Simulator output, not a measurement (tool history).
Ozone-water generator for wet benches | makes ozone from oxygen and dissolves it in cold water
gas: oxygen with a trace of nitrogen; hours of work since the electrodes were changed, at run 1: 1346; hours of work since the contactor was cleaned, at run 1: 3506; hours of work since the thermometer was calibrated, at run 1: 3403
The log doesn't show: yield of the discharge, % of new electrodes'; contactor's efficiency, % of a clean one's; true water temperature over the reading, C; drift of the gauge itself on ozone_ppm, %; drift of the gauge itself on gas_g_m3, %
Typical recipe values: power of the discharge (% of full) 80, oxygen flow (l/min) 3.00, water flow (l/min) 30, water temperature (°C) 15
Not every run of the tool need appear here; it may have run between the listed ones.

run	day	power of the discharge (% of full)	oxygen flow (l/min)	water flow (l/min)	water temperature (°C)	hours of work since the electrodes were changed	hours of work since the contactor was cleaned	hours of work since the thermometer was calibrated	dissolved ozone (ppm)	ozone in the gas ahead of the water (g/m3)
1	0.000	80	3.00	30	15	1346	3506	3403	11.5	173.9
2	2.912	80	3.00	30	15	1414	3574	3471	11.8	173.8
3	5.696	80	3.00	30	15	1479	3639	3536	11.8	173.4
4	7.767	80	3.00	30	15	1528	3688	3585	11.7	173.1
5	10.679	80	3.00	30	23	1596	3756	3653	11.0	172.6
6	12.512	80	3.00	30	23	1638	3798	3696	10.8	172.4
7	15.000	80	3.00	30	23	1697	3857	3754	10.8	171.6
8	16.879	80	3.00	30	23	1740	3900	3798	10.9	172.5
9	20.025	80	3.00	30	23	1814	3974	3871	10.9	172.7
10	23.058	47	3.00	30	22	1885	4045	3942	6.7	107.1
11	25.475	47	3.73	28	8	1941	4101	3998	8.4	94.6
12	28.529	47	3.73	28	8	2012	4172	4070	8.7	94.7
13	31.296	47	3.73	28	8	2077	4237	4134	8.6	93.4
14	33.671	47	1.67	28	17	2132	4292	4190	6.6	147.4
15	35.438	89	2.92	19	8	2174	4334	4231	20.5	191.1
16	36.871	80	3.00	18	15	2207	4367	4264	18.2	170.5
17	39.542	42	3.76	18	15	2270	4429	4327	10.7	82.6

Here are 3 independent what-if runs from the current tool condition. What would each one return?
# day 41.054: contactor cleaned
A	41.162	67	1.89	24	15	2303	3	4361	?	?
# day 41.054: contactor cleaned
B	41.162	47	3.00	30	15	2303	3	4361	?	?
# day 41.054: contactor cleaned
C	41.162	42	4.53	18	15	2303	3	4361	?	?

run	dissolved ozone (ppm)	ozone in the gas ahead of the water (g/m3)
A	11.1	186.4
B	7.2	105.7
C	10.6	75.9
The same runs, with their run-to-run variation unchanged, on a tool lacking any hidden condition would have given:
run	dissolved ozone (ppm)	ozone in the gas ahead of the water (g/m3)
A	11.1	191.9
B	7.2	108.8
C	10.6	78.1
